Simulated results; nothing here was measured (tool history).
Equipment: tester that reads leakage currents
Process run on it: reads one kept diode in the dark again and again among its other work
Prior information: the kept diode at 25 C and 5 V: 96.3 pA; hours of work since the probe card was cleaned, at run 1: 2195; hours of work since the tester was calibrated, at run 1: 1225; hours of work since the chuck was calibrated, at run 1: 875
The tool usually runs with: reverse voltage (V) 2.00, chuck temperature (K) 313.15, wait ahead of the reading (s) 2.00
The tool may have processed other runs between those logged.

run    hour  reverse voltage (V)  chuck temperature (K)  wait ahead of the reading (s)  hours of work since the probe card was cleaned  hours of work since the tester was calibrated  hours of work since the chuck was calibrated  current that the tester gives (pA)
  1     0.0                 2.00                 313.15                           2.00                                            2195                                           1225                                           875                              207.38
  2    33.5                 2.00                 313.15                           2.00                                            2210                                           1240                                           891                              207.08
  3    91.9                 2.00                 313.15                           2.00                                            2237                                           1267                                           918                              208.19
  4   164.0                 2.00                 313.15                           2.00                                            2270                                           1300                                           951                              207.91
  5   212.8                 2.00                 313.15                           2.00                                            2292                                           1323                                           973                              206.99
  6   285.6                 2.00                 313.15                           2.00                                            2326                                           1356                                          1007                              207.82
  7   345.8                 2.00                 313.15                           2.00                                            2354                                           1384                                          1035                              206.47
  8   387.6                 2.00                 313.15                           2.00                                            2373                                           1403                                          1054                              206.57
      458.9  -- probe card cleaned and baked
  9   463.6                 2.00                 313.15                           2.00                                               2                                           1437                                          1088                              205.40
 10   526.6                 2.00                 313.15                           2.00                                              31                                           1466                                          1117                              205.01
 11   565.7                 2.00                 313.15                           2.00                                              49                                           1484                                          1135                              204.04
 12   610.0                 2.00                 313.15                           2.00                                              70                                           1504                                          1155                              205.10
 13   678.6                 2.00                 313.15                           2.00                                             101                                           1536                                          1187                              203.52
 14   750.0                 2.00                 313.15                           2.00                                             134                                           1569                                          1219                              204.04
 15   812.4                 2.00                 313.15                           9.95                                             163                                           1598                                          1248                              203.91
 16   847.1                 2.00                 313.15                           9.95                                             179                                           1614                                          1264                              203.76
 17   913.2                 2.00                 313.15                           9.95                                             209                                           1644                                          1295                              203.41
 18   950.9                 2.00                 313.15                           3.40                                             227                                           1661                                          1312                              203.25
 19   997.5                 2.00                 313.15                           3.40                                             248                                           1683                                          1333                              204.27
 20  1044.6                 2.00                 313.15                           3.40                                             270                                           1704                                          1355                              203.33
 21  1086.2                 2.00                 313.15                           3.40                                             289                                           1724                                          1374                              203.53
 22  1122.2                17.32                 332.15                           2.43                                             305                                           1740                                          1391                             1893.18
 23  1182.6                17.32                 332.15                           2.43                                             333                                           1768                                          1419                             1890.85
 24  1225.5                 2.25                 297.15                           0.42                                             353                                           1788                                          1438                               62.76
 25  1269.8                 3.17                 298.15                           0.32                                             373                                           1808                                          1459                               79.48
 26  1301.6                11.22                 299.15                           0.59                                             388                                           1823                                          1473                              146.77
     1309.8  -- tester calibrated
 27  1361.2                11.22                 299.15                           0.59                                             415                                             24                                          1500                              146.88
 28  1392.6                 9.15                 306.15                           0.59                                             429                                             38                                          1514                              228.88
     1441.2  -- tester calibrated, once more
 29  1451.6                 2.06                 306.15                           2.71                                             455                                              5                                          1541                              119.95
 30  1498.6                 3.31                 296.15                           0.56                                             477                                             26                                          1562                               67.88
 31  1536.4                 3.31                 296.15                           0.56                                             494                                             44                                          1580                               67.41
 32  1601.3                12.32                 294.15                           0.94                                             524                                             74                                          1610                              101.85
 33  1658.9                 7.78                 300.15                           0.94                                             551                                            100                                          1636                              132.99
 34  1716.5                 1.92                 294.15                           0.45                                             577                                            127                                          1663                               45.47
 35  1772.2                 1.92                 317.15                           0.45                                             603                                            152                                          1688                              266.34
 36  1812.3                 1.44                 298.15                           2.00                                             621                                            171                                          1707                               54.88
 37  1843.5                19.16                 313.15                           8.81                                             636                                            185                                          1721                              520.93
 38  1880.8                 9.59                 324.15                           0.53                                             653                                            202                                          1738                              860.83
 39  1933.6                10.34                 328.15                           0.53                                             677                                            227                                          1763                             1150.67

Below, some changes in current that the tester gives (pA) between adjacent runs. For each, the amount present without the hidden state too (settings, incoming material, random variation) and the amount remaining for the hidden state with gauge scatter not shared by both compared results:
Hidden state at play: stray current of the dirty probe card, pA a volt; current scale over the true one, %; true chuck temperature over the reading, C; drift of the gauge itself on leakage_pa, %.
Run 21 -> 22: reverse voltage (V) 2.00 -> 17.32, chuck temperature (K) 313.15 -> 332.15, wait ahead of the reading (s) 3.40 -> 2.43. current that the tester gives (pA) +1689.65: hidden state -52.77, all else +1742.42.
Run 23 -> 24: reverse voltage (V) 17.32 -> 2.25, chuck temperature (K) 332.15 -> 297.15, wait ahead of the reading (s) 2.43 -> 0.42. current that the tester gives (pA) -1828.09: hidden state +58.60, all else -1886.69.
Run 36 -> 37: reverse voltage (V) 1.44 -> 19.16, chuck temperature (K) 298.15 -> 313.15, wait ahead of the reading (s) 2.00 -> 8.81. current that the tester gives (pA) +466.05: hidden state -16.87, all else +482.92.
Run 37 -> 38: reverse voltage (V) 19.16 -> 9.59, chuck temperature (K) 313.15 -> 324.15, wait ahead of the reading (s) 8.81 -> 0.53. current that the tester gives (pA) +339.90: hidden state -17.45, all else +357.35.
